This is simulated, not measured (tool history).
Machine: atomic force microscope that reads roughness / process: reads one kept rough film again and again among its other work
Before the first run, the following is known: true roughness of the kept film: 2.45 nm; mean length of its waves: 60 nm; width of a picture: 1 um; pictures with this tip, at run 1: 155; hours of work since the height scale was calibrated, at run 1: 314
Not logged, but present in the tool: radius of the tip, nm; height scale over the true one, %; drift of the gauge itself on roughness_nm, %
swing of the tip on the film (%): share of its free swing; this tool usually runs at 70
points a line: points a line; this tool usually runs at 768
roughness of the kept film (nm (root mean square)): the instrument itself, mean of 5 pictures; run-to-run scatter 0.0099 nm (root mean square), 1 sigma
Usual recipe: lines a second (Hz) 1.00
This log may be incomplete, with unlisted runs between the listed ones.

| run | hour | lines a second (Hz) | swing of the tip on the film (%) | points a line | pictures with this tip | hours of work since the height scale was calibrated | roughness of the kept film (nm (root mean square)) |
|---|---|---|---|---|---|---|---|
| 1 | 0.0 | 1.00 | 70 | 768 | 155 | 314 | 2.241 |
|  | 13.1 | new tip fitted |
| 2 | 28.9 | 0.59 | 70 | 768 | 23 | 330 | 2.302 |
| 3 | 56.7 | 0.59 | 70 | 768 | 62 | 345 | 2.322 |
| 4 | 84.8 | 1.00 | 70 | 768 | 102 | 360 | 2.244 |
| 5 | 98.9 | 1.00 | 70 | 768 | 122 | 368 | 2.239 |
| 6 | 113.9 | 1.00 | 70 | 768 | 143 | 376 | 2.234 |
|  | 134.6 | new tip fitted |
| 7 | 135.0 | 1.00 | 70 | 716 | 0 | 387 | 2.258 |
| 8 | 150.0 | 1.00 | 70 | 716 | 22 | 395 | 2.261 |
| 9 | 166.8 | 1.00 | 86 | 768 | 45 | 405 | 2.079 |
| 10 | 182.4 | 1.00 | 70 | 322 | 68 | 413 | 2.252 |
| 11 | 203.4 | 1.00 | 58 | 768 | 97 | 424 | 2.332 |
| 12 | 216.1 | 1.00 | 58 | 768 | 115 | 431 | 2.337 |
| 13 | 232.0 | 1.00 | 58 | 768 | 138 | 440 | 2.321 |
| 14 | 249.1 | 0.90 | 70 | 768 | 162 | 449 | 2.266 |
|  | 256.9 | new tip fitted |
| 15 | 276.5 | 1.08 | 70 | 768 | 27 | 464 | 2.248 |
| 16 | 297.4 | 1.08 | 70 | 768 | 57 | 475 | 2.252 |
| 17 | 323.2 | 1.08 | 70 | 768 | 94 | 489 | 2.247 |
| 18 | 334.8 | 1.57 | 70 | 768 | 110 | 496 | 2.164 |
| 19 | 354.8 | 1.57 | 70 | 768 | 139 | 507 | 2.172 |
| 20 | 370.7 | 1.57 | 70 | 768 | 161 | 515 | 2.160 |
|  | 378.7 | new tip fitted |
| 21 | 389.8 | 1.00 | 70 | 447 | 16 | 525 | 2.245 |
| 22 | 411.8 | 1.00 | 70 | 447 | 47 | 537 | 2.252 |
| 23 | 429.5 | 1.00 | 70 | 447 | 72 | 547 | 2.234 |
| 24 | 445.0 | 1.00 | 70 | 447 | 94 | 555 | 2.239 |
| 25 | 459.9 | 1.00 | 70 | 447 | 115 | 564 | 2.248 |
| 26 | 484.0 | 1.00 | 70 | 447 | 149 | 577 | 2.256 |
|  | 501.0 | new tip fitted |
| 27 | 507.5 | 1.00 | 70 | 447 | 9 | 589 | 2.259 |
| 28 | 521.1 | 0.73 | 78 | 447 | 28 | 597 | 2.247 |
| 29 | 547.9 | 1.00 | 88 | 768 | 66 | 611 | 2.054 |
| 30 | 568.6 | 1.00 | 88 | 314 | 95 | 622 | 2.048 |
| 31 | 596.8 | 2.00 | 90 | 426 | 135 | 638 | 1.755 |
| 32 | 612.1 | 0.74 | 60 | 602 | 157 | 646 | 2.352 |
|  | 622.9 | new tip fitted |
| 33 | 626.0 | 1.00 | 59 | 420 | 4 | 653 | 2.326 |
| 34 | 647.8 | 0.62 | 61 | 301 | 35 | 665 | 2.344 |
| 35 | 672.1 | 1.00 | 70 | 829 | 70 | 678 | 2.250 |
| 36 | 688.5 | 0.77 | 88 | 768 | 93 | 687 | 2.126 |
| 37 | 717.0 | 0.91 | 70 | 840 | 133 | 703 | 2.264 |
| 38 | 734.4 | 0.91 | 70 | 840 | 158 | 712 | 2.273 |
|  | 745.7 | new tip fitted |
| 39 | 749.9 | 0.53 | 71 | 377 | 6 | 721 | 2.311 |
| 40 | 769.5 | 0.53 | 71 | 377 | 34 | 731 | 2.316 |
| 41 | 783.3 | 0.72 | 63 | 951 | 54 | 739 | 2.314 |
| 42 | 797.8 | 0.72 | 63 | 951 | 74 | 747 | 2.321 |
| 43 | 822.6 | 0.72 | 63 | 951 | 109 | 760 | 2.324 |
| 44 | 846.4 | 0.72 | 63 | 951 | 143 | 773 | 2.316 |
| 45 | 863.3 | 0.72 | 67 | 923 | 167 | 782 | 2.305 |
|  | 867.1 | new tip fitted |
| 46 | 887.7 | 3.40 | 58 | 654 | 29 | 795 | 2.158 |
| 47 | 905.0 | 3.40 | 58 | 654 | 54 | 805 | 2.164 |
| 48 | 932.5 | 3.40 | 58 | 654 | 93 | 820 | 2.153 |
| 49 | 958.9 | 3.40 | 58 | 654 | 130 | 834 | 2.163 |
| 50 | 974.6 | 3.40 | 69 | 937 | 152 | 843 | 1.953 |
|  | 989.8 | new tip fitted |
| 51 | 1000.4 | 3.40 | 69 | 937 | 15 | 856 | 1.974 |

What will run 52 give?
| 52 | 1027.4 | 0.58 | 68 | 730 | 54 | 871 | ? |

roughness of the kept film (nm (root mean square)): 2.338
Minus the tool's unlogged condition, the same run would have read roughness of the kept film (nm (root mean square)) 2.341.
